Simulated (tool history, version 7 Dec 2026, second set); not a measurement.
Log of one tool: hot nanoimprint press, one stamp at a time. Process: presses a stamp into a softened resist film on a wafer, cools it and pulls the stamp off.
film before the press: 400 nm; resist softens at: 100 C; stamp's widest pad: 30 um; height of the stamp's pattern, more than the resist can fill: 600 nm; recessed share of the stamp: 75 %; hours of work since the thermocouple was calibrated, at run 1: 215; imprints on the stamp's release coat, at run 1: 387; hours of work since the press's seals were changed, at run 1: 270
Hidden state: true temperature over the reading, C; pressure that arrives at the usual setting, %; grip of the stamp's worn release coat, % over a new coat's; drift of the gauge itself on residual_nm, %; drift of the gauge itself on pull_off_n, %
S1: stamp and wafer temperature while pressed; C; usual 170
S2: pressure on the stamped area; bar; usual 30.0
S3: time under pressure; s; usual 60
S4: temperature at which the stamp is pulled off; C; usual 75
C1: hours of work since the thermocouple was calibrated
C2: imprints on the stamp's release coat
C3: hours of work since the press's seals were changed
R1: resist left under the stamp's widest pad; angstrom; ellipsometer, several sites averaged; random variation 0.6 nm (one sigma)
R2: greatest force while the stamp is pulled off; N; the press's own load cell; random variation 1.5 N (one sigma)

run 1 hour=0.0 | S1=170 S2=30.0 S3=60 S4=75 | C1=215 C2=387 C3=270 | R1=1956 R2=124
run 2 hour=29.6 | S1=170 S2=30.0 S3=60 S4=75 | C1=228 C2=445 C3=284 | R1=1966 R2=127
run 3 hour=50.2 | S1=170 S2=31.8 S3=60 S4=75 | C1=238 C2=486 C3=294 | R1=1904 R2=125
run 4 hour=70.5 | S1=170 S2=31.8 S3=60 S4=75 | C1=248 C2=526 C3=303 | R1=1904 R2=125
run 5 hour=108.6 | S1=170 S2=31.8 S3=60 S4=66 | C1=265 C2=601 C3=321 | R1=1914 R2=152
run 6 hour=140.1 | S1=164 S2=30.0 S3=60 S4=75 | C1=280 C2=663 C3=336 | R1=2404 R2=127
run 7 hour=172.1 | S1=170 S2=30.0 S3=60 S4=75 | C1=295 C2=726 C3=351 | R1=1980 R2=133
-- hour=185.9 stamp cleaned and given a new release coat
-- hour=198.3 plate thermocouple calibrated
run 8 hour=210.0 | S1=170 S2=30.0 S3=60 S4=75 | C1=5 C2=41 C3=364 | R1=2014 R2=119
run 9 hour=233.7 | S1=170 S2=30.0 S3=60 S4=75 | C1=17 C2=88 C3=375 | R1=2018 R2=117
run 10 hour=249.3 | S1=170 S2=43.6 S3=60 S4=75 | C1=24 C2=119 C3=383 | R1=1668 R2=119
run 11 hour=270.5 | S1=170 S2=30.0 S3=60 S4=75 | C1=34 C2=161 C3=393 | R1=2014 R2=119
run 12 hour=286.6 | S1=170 S2=30.0 S3=60 S4=75 | C1=41 C2=192 C3=400 | R1=2030 R2=120
run 13 hour=323.3 | S1=170 S2=30.0 S3=60 S4=75 | C1=58 C2=265 C3=417 | R1=2025 R2=122
run 14 hour=339.5 | S1=170 S2=30.0 S3=60 S4=75 | C1=66 C2=297 C3=425 | R1=2030 R2=125
run 15 hour=371.7 | S1=170 S2=30.0 S3=60 S4=75 | C1=81 C2=360 C3=440 | R1=2035 R2=126
run 16 hour=395.5 | S1=170 S2=23.6 S3=81 S4=75 | C1=92 C2=407 C3=451 | R1=2053 R2=127
-- hour=430.6 plate thermocouple calibrated, once more
run 17 hour=437.3 | S1=170 S2=44.9 S3=81 S4=75 | C1=3 C2=483 C3=469 | R1=1419 R2=123
run 18 hour=464.6 | S1=170 S2=45.7 S3=81 S4=75 | C1=16 C2=537 C3=482 | R1=1402 R2=126
run 19 hour=495.3 | S1=170 S2=30.0 S3=40 S4=82 | C1=30 C2=598 C3=496 | R1=2196 R2=107
run 20 hour=521.4 | S1=170 S2=24.7 S3=100 S4=75 | C1=42 C2=649 C3=508 | R1=1790 R2=129
run 21 hour=553.4 | S1=170 S2=24.7 S3=100 S4=75 | C1=57 C2=712 C3=523 | R1=1791 R2=128
-- hour=575.4 stamp cleaned and given a new release coat
run 22 hour=579.8 | S1=159 S2=22.5 S3=68 S4=75 | C1=67 C2=9 C3=533 | R1=2959 R2=116
run 23 hour=598.2 | S1=159 S2=28.4 S3=47 S4=63 | C1=75 C2=45 C3=541 | R1=2996 R2=145

Run 24 comes next. What will it give?
run 24 hour=627.9 | S1=181 S2=30.0 S3=60 S4=71 | C1=89 C2=103 C3=555 | R1=? R2=?

R1: 1348 angstrom
R2: 124 N
Without the tool's hidden state the same run would have given R1 1312 angstrom, R2 121 N.

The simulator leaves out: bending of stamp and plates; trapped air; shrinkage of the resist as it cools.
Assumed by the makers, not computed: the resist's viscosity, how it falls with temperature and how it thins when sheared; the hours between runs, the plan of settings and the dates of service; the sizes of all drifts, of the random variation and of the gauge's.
